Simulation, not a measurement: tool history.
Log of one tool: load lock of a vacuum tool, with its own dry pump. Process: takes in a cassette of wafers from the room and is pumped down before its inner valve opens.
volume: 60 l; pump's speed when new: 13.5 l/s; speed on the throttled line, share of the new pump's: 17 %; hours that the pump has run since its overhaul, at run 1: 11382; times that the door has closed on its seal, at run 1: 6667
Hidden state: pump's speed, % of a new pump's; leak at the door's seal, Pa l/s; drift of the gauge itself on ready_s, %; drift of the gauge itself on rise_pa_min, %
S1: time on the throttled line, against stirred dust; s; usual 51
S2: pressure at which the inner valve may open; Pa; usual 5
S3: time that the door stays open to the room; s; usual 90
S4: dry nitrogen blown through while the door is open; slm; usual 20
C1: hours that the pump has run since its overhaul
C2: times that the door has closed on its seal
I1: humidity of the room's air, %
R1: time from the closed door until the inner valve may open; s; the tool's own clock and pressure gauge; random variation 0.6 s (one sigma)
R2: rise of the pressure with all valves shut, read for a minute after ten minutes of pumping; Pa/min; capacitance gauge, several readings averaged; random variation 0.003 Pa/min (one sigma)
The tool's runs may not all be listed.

{"run": 1, "day": 0.0, "S1": 51, "S2": 5, "S3": 90, "S4": 20, "C1": 11382, "C2": 6667, "I1": 42.8, "R1": 89.4, "R2": 0.031}
{"run": 2, "day": 8.904, "S1": 51, "S2": 5, "S3": 90, "S4": 20, "C1": 11596, "C2": 7648, "I1": 45.2, "R1": 91.7, "R2": 0.038}
{"run": 3, "day": 17.312, "S1": 51, "S2": 5, "S3": 90, "S4": 20, "C1": 11797, "C2": 8575, "I1": 41.2, "R1": 91.3, "R2": 0.038}
{"run": 4, "day": 23.967, "S1": 51, "S2": 5, "S3": 136, "S4": 20, "C1": 11957, "C2": 9308, "I1": 43.1, "R1": 91.6, "R2": 0.041}
{"run": 5, "day": 31.342, "S1": 51, "S2": 5, "S3": 90, "S4": 17, "C1": 12134, "C2": 10121, "I1": 45.3, "R1": 90.2, "R2": 0.04}
{"run": 6, "day": 38.733, "S1": 51, "S2": 5, "S3": 238, "S4": 20, "C1": 12312, "C2": 10936, "I1": 46.2, "R1": 91.5, "R2": 0.056}
{"run": 7, "day": 52.242, "S1": 51, "S2": 5, "S3": 238, "S4": 20, "C1": 12636, "C2": 12425, "I1": 46.3, "R1": 91.2, "R2": 0.055}
{"run": 8, "day": 58.417, "S1": 51, "S2": 5, "S3": 238, "S4": 20, "C1": 12784, "C2": 13105, "I1": 45.9, "R1": 92.4, "R2": 0.054}
{"run": 9, "day": 66.758, "S1": 88, "S2": 5, "S3": 90, "S4": 20, "C1": 12984, "C2": 14025, "I1": 46.8, "R1": 122.2, "R2": 0.043}
{"run": 10, "day": 77.292, "S1": 51, "S2": 10, "S3": 90, "S4": 20, "C1": 13237, "C2": 15186, "I1": 46, "R1": 87.4, "R2": 0.046}
{"run": 11, "day": 86.908, "S1": 51, "S2": 5, "S3": 90, "S4": 5, "C1": 13468, "C2": 16246, "I1": 45.8, "R1": 93.9, "R2": 0.075}
{"run": 12, "day": 92.738, "S1": 51, "S2": 5, "S3": 90, "S4": 5, "C1": 13608, "C2": 16888, "I1": 43.9, "R1": 93, "R2": 0.074}
{"run": 13, "day": 99.429, "S1": 51, "S2": 5, "S3": 90, "S4": 5, "C1": 13768, "C2": 17626, "I1": 43.3, "R1": 92.6, "R2": 0.073}
{"run": 14, "day": 106.017, "S1": 51, "S2": 5, "S3": 90, "S4": 20, "C1": 13926, "C2": 18352, "I1": 45.9, "R1": 93, "R2": 0.05}
{"run": 15, "day": 111.7, "S1": 51, "S2": 5, "S3": 90, "S4": 20, "C1": 14063, "C2": 18979, "I1": 44.8, "R1": 92.5, "R2": 0.054}
{"run": 16, "day": 124.175, "S1": 51, "S2": 5, "S3": 90, "S4": 20, "C1": 14362, "C2": 20354, "I1": 45.5, "R1": 92.8, "R2": 0.058}
{"run": 17, "day": 137.575, "S1": 51, "S2": 8, "S3": 205, "S4": 29, "C1": 14684, "C2": 21830, "I1": 41.2, "R1": 90.7, "R2": 0.062}
{"run": 18, "day": 149.088, "S1": 51, "S2": 5, "S3": 205, "S4": 6, "C1": 14960, "C2": 23100, "I1": 43.7, "R1": 93.6, "R2": 0.113}
{"run": 19, "day": 158.696, "S1": 51, "S2": 5, "S3": 205, "S4": 6, "C1": 15191, "C2": 24159, "I1": 44.8, "R1": 92.3, "R2": 0.113}
{"run": 20, "day": 170.7, "S1": 71, "S2": 5, "S3": 31, "S4": 19, "C1": 15479, "C2": 25481, "I1": 45.7, "R1": 107.8, "R2": 0.06}
{"run": 21, "day": 183.725, "S1": 50, "S2": 5, "S3": 36, "S4": 20, "C1": 15791, "C2": 26917, "I1": 43.3, "R1": 92.7, "R2": 0.066}
{"run": 22, "day": 196.338, "S1": 74, "S2": 5, "S3": 67, "S4": 20, "C1": 16094, "C2": 28307, "I1": 45.7, "R1": 110.6, "R2": 0.072}
{"run": 23, "day": 208.65, "S1": 74, "S2": 5, "S3": 67, "S4": 20, "C1": 16390, "C2": 29664, "I1": 43.4, "R1": 111.6, "R2": 0.076}
{"run": 24, "day": 222.008, "S1": 74, "S2": 5, "S3": 67, "S4": 20, "C1": 16710, "C2": 31137, "I1": 45.2, "R1": 111.9, "R2": 0.077}
{"run": 25, "day": 233.421, "S1": 28, "S2": 5, "S3": 94, "S4": 20, "C1": 16984, "C2": 32395, "I1": 45.6, "R1": 75.7, "R2": 0.091}
{"run": 26, "day": 245.592, "S1": 51, "S2": 5, "S3": 74, "S4": 20, "C1": 17276, "C2": 33736, "I1": 44.8, "R1": 93.1, "R2": 0.095}
{"run": 27, "day": 258.567, "S1": 30, "S2": 5, "S3": 90, "S4": 8, "C1": 17588, "C2": 35167, "I1": 44.1, "R1": 77.1, "R2": 0.113}
{"run": 28, "day": 266.971, "S1": 98, "S2": 5, "S3": 131, "S4": 19, "C1": 17789, "C2": 36093, "I1": 47.3, "R1": 132.7, "R2": 0.104}
{"run": 29, "day": 277.217, "S1": 98, "S2": 5, "S3": 131, "S4": 19, "C1": 18035, "C2": 37222, "I1": 44.4, "R1": 131.9, "R2": 0.109}
{"run": 30, "day": 282.888, "S1": 36, "S2": 5, "S3": 131, "S4": 19, "C1": 18171, "C2": 37847, "I1": 43.2, "R1": 82.8, "R2": 0.111}
{"run": 31, "day": 292.962, "S1": 32, "S2": 6, "S3": 39, "S4": 20, "C1": 18413, "C2": 38958, "I1": 44.2, "R1": 78.7, "R2": 0.101}

Some steps in R1 between neighbouring runs. How much of each would the tool show without its hidden state too (settings, what came in, random variation), and how much is left for the hidden state, with any gauge scatter that isn't in both results?
Run 24 -> 25: S1 74 -> 28, S3 67 -> 94. R1 -36.2 s: hidden state +1.6, all else -37.8.
Run 27 -> 28: S1 30 -> 98, S3 90 -> 131, S4 8 -> 19. R1 +55.6 s: hidden state -2.2, all else +57.8.
Run 29 -> 30: S1 98 -> 36. R1 -49.1 s: hidden state +2.3, all else -51.4.

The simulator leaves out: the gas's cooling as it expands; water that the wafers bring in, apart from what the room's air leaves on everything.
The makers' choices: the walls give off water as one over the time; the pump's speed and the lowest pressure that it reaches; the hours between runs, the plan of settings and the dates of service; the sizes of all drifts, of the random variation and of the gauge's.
